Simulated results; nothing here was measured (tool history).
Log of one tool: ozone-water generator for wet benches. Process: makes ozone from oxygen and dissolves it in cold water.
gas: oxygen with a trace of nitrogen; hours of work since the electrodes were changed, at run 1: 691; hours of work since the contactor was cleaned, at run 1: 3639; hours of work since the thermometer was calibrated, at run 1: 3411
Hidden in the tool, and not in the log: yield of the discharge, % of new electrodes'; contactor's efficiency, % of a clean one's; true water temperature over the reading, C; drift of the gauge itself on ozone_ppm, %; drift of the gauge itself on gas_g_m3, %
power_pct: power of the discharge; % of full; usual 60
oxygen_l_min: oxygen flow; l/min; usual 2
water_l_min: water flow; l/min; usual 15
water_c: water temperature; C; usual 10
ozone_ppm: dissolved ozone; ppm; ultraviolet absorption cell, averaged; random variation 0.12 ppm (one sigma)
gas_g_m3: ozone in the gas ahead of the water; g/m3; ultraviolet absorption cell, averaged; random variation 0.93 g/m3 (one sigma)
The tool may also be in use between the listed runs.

run,day,power_pct,oxygen_l_min,water_l_min,water_c,hours of work since the electrodes were changed,hours of work since the contactor was cleaned,hours of work since the thermometer was calibrated,ozone_ppm,gas_g_m3
1,0,60,2,15,10,691,3639,3411,9.3,152.1
2,2.762,60,3.49,15,10,736,3684,3456,10.5,116.3
3,4.883,60,3.49,15,10,771,3719,3491,10.7,116.9
4,6.417,50,2,15,10,796,3744,3516,8,131.6
5,9.417,60,2,15,10,845,3793,3565,9.2,151.4
6,12.838,60,1.47,15,10,901,3849,3622,8.5,173.2
7,15.021,60,2.21,15,10,937,3885,3657,9.4,143.7
8,16.538,60,2.21,15,10,962,3910,3682,9.6,143.6
9,19.338,60,2,15,10,1008,3956,3728,9.1,149.8
10,21.812,54,1.02,11,11,1048,3996,3769,9.3,190.3
# day 22.567: contactor cleaned
11,25.421,54,1.02,11,11,1105,47,3825,10.2,188.7
12,27.379,60,1.91,13,5,1137,79,3857,11.7,151.2
13,29.346,94,2,15,8,1169,111,3889,13.9,205.4
14,31.942,60,2,14,10,1212,154,3932,10.6,147.3
15,34.358,60,2,14,10,1251,193,3972,10.5,149.3
16,35.875,60,2,14,10,1276,218,3997,10.9,148.6
17,39.242,60,2,17,13,1331,273,4052,8.4,147.1
18,41.746,60,2,16,10,1372,314,4093,9.1,145.8

Forecast each of these 4 alternatives for the next run:
A,44.483,60,2,15,9,1417,359,4138,?,?
B,44.483,48,1.33,12,10,1417,359,4138,?,?
C,44.483,77,1.04,15,9,1417,359,4138,?,?
D,44.483,60,2,15,15,1417,359,4138,?,?

run,ozone_ppm,gas_g_m3
A,9.9,147.8
B,9,151.7
C,9.3,240.4
D,9.1,147.1
Without the tool's hidden state the same runs would have given:
run,ozone_ppm,gas_g_m3
A,10.9,159
B,9.8,160.9
C,10.4,262.6
D,10,158.3

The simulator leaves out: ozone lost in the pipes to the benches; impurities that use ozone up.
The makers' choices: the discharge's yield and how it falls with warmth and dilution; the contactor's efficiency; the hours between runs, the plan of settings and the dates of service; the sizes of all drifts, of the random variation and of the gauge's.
